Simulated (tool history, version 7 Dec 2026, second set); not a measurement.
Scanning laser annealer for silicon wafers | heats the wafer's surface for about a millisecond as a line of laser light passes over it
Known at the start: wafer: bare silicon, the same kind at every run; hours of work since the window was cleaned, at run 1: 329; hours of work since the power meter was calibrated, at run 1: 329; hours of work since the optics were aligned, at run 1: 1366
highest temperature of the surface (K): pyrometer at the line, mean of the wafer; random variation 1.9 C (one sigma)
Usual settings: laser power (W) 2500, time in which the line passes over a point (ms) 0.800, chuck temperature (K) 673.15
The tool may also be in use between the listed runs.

run	hour	laser power (W)	time in which the line passes over a point (ms)	chuck temperature (K)	hours of work since the window was cleaned	hours of work since the power meter was calibrated	hours of work since the optics were aligned	highest temperature of the surface (K)
1	0.0	2500	0.800	673.15	329	329	1366	1338.15
2	11.3	2500	0.800	673.15	336	336	1374	1337.15
3	20.0	2500	0.800	673.15	342	342	1380	1337.15
4	29.6	2500	0.800	707.15	348	348	1386	1370.15
5	41.6	2500	0.800	707.15	356	356	1394	1368.15
# hour 45.3: laser's power meter calibrated
6	53.9	2500	0.800	707.15	362	6	1400	1369.15
7	59.4	2500	0.800	707.15	366	9	1403	1370.15
# hour 68.0: laser's power meter calibrated, once more
8	68.0	2728	0.800	647.15	369	0	1407	1381.15
9	73.4	2500	0.800	705.15	373	4	1411	1368.15
10	79.0	2500	0.800	705.15	376	7	1414	1369.15
# hour 84.5: optics aligned, line set to its width
11	95.4	2500	0.800	705.15	384	15	7	1381.15
12	103.4	2486	0.620	672.15	389	20	12	1249.15
13	112.6	2500	0.630	681.15	395	26	18	1269.15
14	120.4	2677	0.800	673.15	400	31	24	1397.15

Forecast each of these 5 alternatives for the next run:
A	128.0	2183	0.641	673.15	405	36	28	?
B	128.0	2571	0.971	656.15	405	36	28	?
C	128.0	2191	0.835	673.15	405	36	28	?
D	128.0	2480	0.920	673.15	405	36	28	?
E	128.0	2352	0.800	657.15	405	36	28	?

run	highest temperature of the surface (K)
A	1183.15
B	1435.15
C	1266.15
D	1398.15
E	1284.15
Without the tool's hidden state the same runs would have given:
run	highest temperature of the surface (K)
A	1210.15
B	1478.15
C	1298.15
D	1438.15
E	1318.15
